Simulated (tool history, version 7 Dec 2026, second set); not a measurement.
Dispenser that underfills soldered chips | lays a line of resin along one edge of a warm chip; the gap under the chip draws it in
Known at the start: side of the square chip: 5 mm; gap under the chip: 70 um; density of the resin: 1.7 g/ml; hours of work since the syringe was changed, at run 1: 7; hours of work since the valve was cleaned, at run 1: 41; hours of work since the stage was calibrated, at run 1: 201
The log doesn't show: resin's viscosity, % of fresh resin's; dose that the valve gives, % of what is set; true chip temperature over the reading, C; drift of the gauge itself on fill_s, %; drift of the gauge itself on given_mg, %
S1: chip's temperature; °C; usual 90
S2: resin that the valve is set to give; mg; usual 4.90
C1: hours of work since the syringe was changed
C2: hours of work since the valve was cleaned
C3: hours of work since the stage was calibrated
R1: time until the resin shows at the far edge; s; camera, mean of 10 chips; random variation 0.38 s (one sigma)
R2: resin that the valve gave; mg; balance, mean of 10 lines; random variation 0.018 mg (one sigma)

run	hour	S1	S2	C1	C2	C3	R1	R2
1	0.0	90	4.90	7	41	201	37.7	4.79
# hour 2.0: new syringe of resin
2	7.9	90	5.07	4	46	206	30.2	4.96
# hour 14.1: new syringe of resin
3	17.0	90	5.07	2	52	212	26.4	4.93
4	23.9	90	4.45	6	56	216	38.8	4.35
# hour 25.6: dispensing valve cleaned and set on the balance
# hour 27.6: new syringe of resin
5	31.1	90	4.58	2	3	220	28.0	4.58
6	34.8	90	4.58	5	6	223	33.4	4.59
# hour 39.6: new syringe of resin
7	40.1	90	4.58	0	9	226	22.8	4.58
8	45.3	93	4.90	4	13	229	26.3	4.87
# hour 51.5: new syringe of resin
9	52.3	104	4.90	1	17	234	14.2	4.89
10	57.0	98	4.90	4	20	237	21.9	4.89
11	62.3	90	4.25	7	24	240	40.8	4.23
# hour 63.4: new syringe of resin
12	67.3	90	4.25	3	27	243	28.1	4.19
# hour 75.5: new syringe of resin
13	76.4	90	4.25	1	32	249	23.9	4.18
14	80.9	90	4.25	4	36	252	29.7	4.22
# hour 87.4: new syringe of resin
15	89.7	90	4.25	1	41	258	25.9	4.21
16	94.6	90	4.25	5	44	261	33.2	4.18
# hour 99.5: new syringe of resin
17	101.2	90	4.25	1	48	265	24.8	4.17
18	106.6	104	4.67	5	52	269	18.4	4.59
# hour 111.6: new syringe of resin
# hour 114.5: dispensing valve cleaned and set on the balance
19	115.0	104	4.67	2	0	273	14.7	4.68
20	119.3	94	6.15	4	3	276	26.9	6.11
# hour 125.3: new syringe of resin
21	127.7	89	4.38	2	8	282	27.3	4.38
22	135.1	89	4.75	6	13	287	39.0	4.73
# hour 137.6: new syringe of resin
23	139.3	89	5.51	1	16	289	25.2	5.44
24	145.0	89	5.51	5	20	293	33.6	5.45
# hour 149.7: new syringe of resin
25	153.6	96	6.18	3	25	298	21.1	6.14
# hour 161.6: new syringe of resin
26	161.6	75	4.49	0	30	303	40.8	4.43
27	169.6	79	4.90	5	36	309	51.9	4.84
# hour 173.5: new syringe of resin
28	173.5	91	5.93	0	38	311	21.4	5.85
29	180.2	91	5.93	4	42	315	29.6	5.85
30	183.9	82	5.93	7	45	318	51.0	5.82
# hour 186.0: new syringe of resin
31	188.2	104	5.62	1	47	321	14.4	5.53
32	196.7	104	5.62	7	53	326	22.4	5.49
# hour 198.5: new syringe of resin
# hour 203.2: dispensing valve cleaned and set on the balance
33	204.0	104	5.62	3	1	330	16.3	5.63
34	208.5	103	4.67	6	4	333	21.6	4.66

5 ways to go on from here, each from the tool as it stands after run 34. What would each give?
# hour 211.4: new syringe of resin
A	215.0	90	5.47	2	8	337	?	?
# hour 211.4: new syringe of resin
B	215.0	94	4.28	2	8	337	?	?
# hour 211.4: new syringe of resin
C	215.0	89	4.67	2	8	337	?	?
# hour 211.4: new syringe of resin
D	215.0	102	4.84	2	8	337	?	?
# hour 211.4: new syringe of resin
E	215.0	97	4.67	2	8	337	?	?

run	R1	R2
A	27.4	5.43
B	22.9	4.25
C	27.2	4.64
D	16.4	4.79
E	20.9	4.67
Without the tool's hidden state the same runs would have given:
run	R1	R2
A	23.5	5.46
B	19.6	4.27
C	23.3	4.66
D	14.0	4.81
E	17.9	4.69
